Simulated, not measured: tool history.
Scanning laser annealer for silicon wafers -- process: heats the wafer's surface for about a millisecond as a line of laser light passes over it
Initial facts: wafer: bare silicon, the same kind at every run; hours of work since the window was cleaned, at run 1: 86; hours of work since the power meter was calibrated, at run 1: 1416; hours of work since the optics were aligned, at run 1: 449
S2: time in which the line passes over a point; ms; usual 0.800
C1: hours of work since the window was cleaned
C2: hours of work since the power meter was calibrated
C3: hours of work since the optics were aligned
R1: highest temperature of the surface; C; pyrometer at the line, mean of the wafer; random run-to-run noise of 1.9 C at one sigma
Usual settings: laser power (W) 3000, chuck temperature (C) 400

{"run": 1, "day": 0.0, "laser power (W)": 3000, "S2": 0.8, "chuck temperature (C)": 400, "C1": 86, "C2": 1416, "C3": 449, "R1": 1178}
{"run": 2, "day": 3.308, "laser power (W)": 3000, "S2": 0.8, "chuck temperature (C)": 390, "C1": 142, "C2": 1472, "C3": 505, "R1": 1159}
{"run": 3, "day": 5.767, "laser power (W)": 3000, "S2": 0.8, "chuck temperature (C)": 400, "C1": 184, "C2": 1514, "C3": 547, "R1": 1163}
{"run": 4, "day": 8.183, "laser power (W)": 3000, "S2": 0.8, "chuck temperature (C)": 400, "C1": 225, "C2": 1555, "C3": 588, "R1": 1159}
{"run": 5, "day": 10.229, "laser power (W)": 3000, "S2": 0.8, "chuck temperature (C)": 400, "C1": 260, "C2": 1590, "C3": 623, "R1": 1155}
{"run": 6, "day": 12.829, "laser power (W)": 3000, "S2": 0.8, "chuck temperature (C)": 400, "C1": 304, "C2": 1634, "C3": 667, "R1": 1154}
{"run": 7, "day": 14.629, "laser power (W)": 2588, "S2": 0.8, "chuck temperature (C)": 400, "C1": 335, "C2": 1665, "C3": 698, "R1": 1022}
{"run": 8, "day": 17.862, "laser power (W)": 2588, "S2": 0.8, "chuck temperature (C)": 400, "C1": 390, "C2": 1720, "C3": 753, "R1": 1016}
{"run": 9, "day": 20.762, "laser power (W)": 2969, "S2": 0.8, "chuck temperature (C)": 400, "C1": 439, "C2": 1769, "C3": 802, "R1": 1123}
{"run": 10, "day": 22.354, "laser power (W)": 3000, "S2": 0.8, "chuck temperature (C)": 400, "C1": 466, "C2": 1796, "C3": 829, "R1": 1134}
{"day": 22.696, "done": "window over the wafer cleaned"}
{"run": 11, "day": 25.529, "laser power (W)": 3000, "S2": 0.8, "chuck temperature (C)": 400, "C1": 48, "C2": 1849, "C3": 882, "R1": 1175}
{"run": 12, "day": 27.875, "laser power (W)": 2737, "S2": 0.8, "chuck temperature (C)": 400, "C1": 88, "C2": 1889, "C3": 922, "R1": 1085}
{"day": 28.867, "done": "optics aligned, line set to its width"}
{"run": 13, "day": 29.992, "laser power (W)": 2737, "S2": 0.8, "chuck temperature (C)": 400, "C1": 121, "C2": 1921, "C3": 19, "R1": 1092}
{"run": 14, "day": 32.95, "laser power (W)": 2737, "S2": 0.8, "chuck temperature (C)": 400, "C1": 171, "C2": 1972, "C3": 70, "R1": 1089}
{"run": 15, "day": 34.775, "laser power (W)": 3000, "S2": 0.73, "chuck temperature (C)": 400, "C1": 202, "C2": 2003, "C3": 101, "R1": 1130}
{"run": 16, "day": 37.429, "laser power (W)": 3000, "S2": 0.73, "chuck temperature (C)": 400, "C1": 247, "C2": 2048, "C3": 146, "R1": 1127}
{"run": 17, "day": 39.829, "laser power (W)": 3000, "S2": 0.73, "chuck temperature (C)": 400, "C1": 288, "C2": 2089, "C3": 187, "R1": 1120}
{"run": 18, "day": 42.2, "laser power (W)": 3000, "S2": 0.73, "chuck temperature (C)": 400, "C1": 328, "C2": 2129, "C3": 227, "R1": 1117}
{"run": 19, "day": 45.433, "laser power (W)": 3000, "S2": 0.8, "chuck temperature (C)": 387, "C1": 384, "C2": 2184, "C3": 282, "R1": 1132}
{"run": 20, "day": 48.546, "laser power (W)": 3000, "S2": 0.8, "chuck temperature (C)": 387, "C1": 437, "C2": 2237, "C3": 335, "R1": 1129}
{"day": 50.646, "done": "window over the wafer cleaned"}
{"run": 21, "day": 51.762, "laser power (W)": 3087, "S2": 0.8, "chuck temperature (C)": 416, "C1": 19, "C2": 2291, "C3": 388, "R1": 1225}
{"run": 22, "day": 55.125, "laser power (W)": 3189, "S2": 0.94, "chuck temperature (C)": 360, "C1": 76, "C2": 2348, "C3": 446, "R1": 1274}
{"run": 23, "day": 56.775, "laser power (W)": 2958, "S2": 0.685, "chuck temperature (C)": 375, "C1": 104, "C2": 2376, "C3": 474, "R1": 1073}
{"run": 24, "day": 59.996, "laser power (W)": 2958, "S2": 0.685, "chuck temperature (C)": 375, "C1": 159, "C2": 2431, "C3": 529, "R1": 1071}
{"run": 25, "day": 62.542, "laser power (W)": 2688, "S2": 0.635, "chuck temperature (C)": 368, "C1": 203, "C2": 2474, "C3": 572, "R1": 954}
{"run": 26, "day": 65.571, "laser power (W)": 3000, "S2": 0.841, "chuck temperature (C)": 397, "C1": 254, "C2": 2526, "C3": 623, "R1": 1174}
{"run": 27, "day": 67.9, "laser power (W)": 3000, "S2": 0.841, "chuck temperature (C)": 397, "C1": 294, "C2": 2565, "C3": 663, "R1": 1167}
{"run": 28, "day": 70.438, "laser power (W)": 3000, "S2": 0.841, "chuck temperature (C)": 397, "C1": 337, "C2": 2608, "C3": 706, "R1": 1166}
{"run": 29, "day": 72.658, "laser power (W)": 2590, "S2": 0.706, "chuck temperature (C)": 410, "C1": 375, "C2": 2646, "C3": 744, "R1": 990}
{"run": 30, "day": 74.871, "laser power (W)": 2590, "S2": 0.715, "chuck temperature (C)": 368, "C1": 412, "C2": 2684, "C3": 782, "R1": 948}
{"run": 31, "day": 78.012, "laser power (W)": 2883, "S2": 0.8, "chuck temperature (C)": 400, "C1": 466, "C2": 2737, "C3": 835, "R1": 1095}
{"day": 78.454, "done": "window over the wafer cleaned"}
{"run": 32, "day": 79.688, "laser power (W)": 2883, "S2": 0.8, "chuck temperature (C)": 400, "C1": 21, "C2": 2765, "C3": 862, "R1": 1140}
{"run": 33, "day": 81.521, "laser power (W)": 2833, "S2": 0.976, "chuck temperature (C)": 400, "C1": 52, "C2": 2796, "C3": 893, "R1": 1207}
{"run": 34, "day": 82.975, "laser power (W)": 2833, "S2": 0.976, "chuck temperature (C)": 400, "C1": 77, "C2": 2821, "C3": 918, "R1": 1203}
{"day": 84.133, "done": "optics aligned, line set to its width"}
{"run": 35, "day": 85.008, "laser power (W)": 2833, "S2": 0.976, "chuck temperature (C)": 400, "C1": 108, "C2": 2852, "C3": 15, "R1": 1214}
{"run": 36, "day": 86.638, "laser power (W)": 3189, "S2": 0.691, "chuck temperature (C)": 366, "C1": 136, "C2": 2879, "C3": 43, "R1": 1144}
{"run": 37, "day": 89.092, "laser power (W)": 3158, "S2": 0.75, "chuck temperature (C)": 407, "C1": 178, "C2": 2921, "C3": 84, "R1": 1207}
{"run": 38, "day": 92.054, "laser power (W)": 3214, "S2": 0.767, "chuck temperature (C)": 400, "C1": 228, "C2": 2972, "C3": 135, "R1": 1223}
{"run": 39, "day": 94.825, "laser power (W)": 3214, "S2": 0.767, "chuck temperature (C)": 400, "C1": 275, "C2": 3019, "C3": 182, "R1": 1217}

For run 40, what comes out?
{"run": 40, "day": 97.825, "laser power (W)": 2660, "S2": 0.848, "chuck temperature (C)": 400, "C1": 326, "C2": 3070, "C3": 233, "R1": "?"}

{"run 40": {"R1": 1074}}
The same run, on a tool lacking any hidden state, would have yielded R1 1097 C.
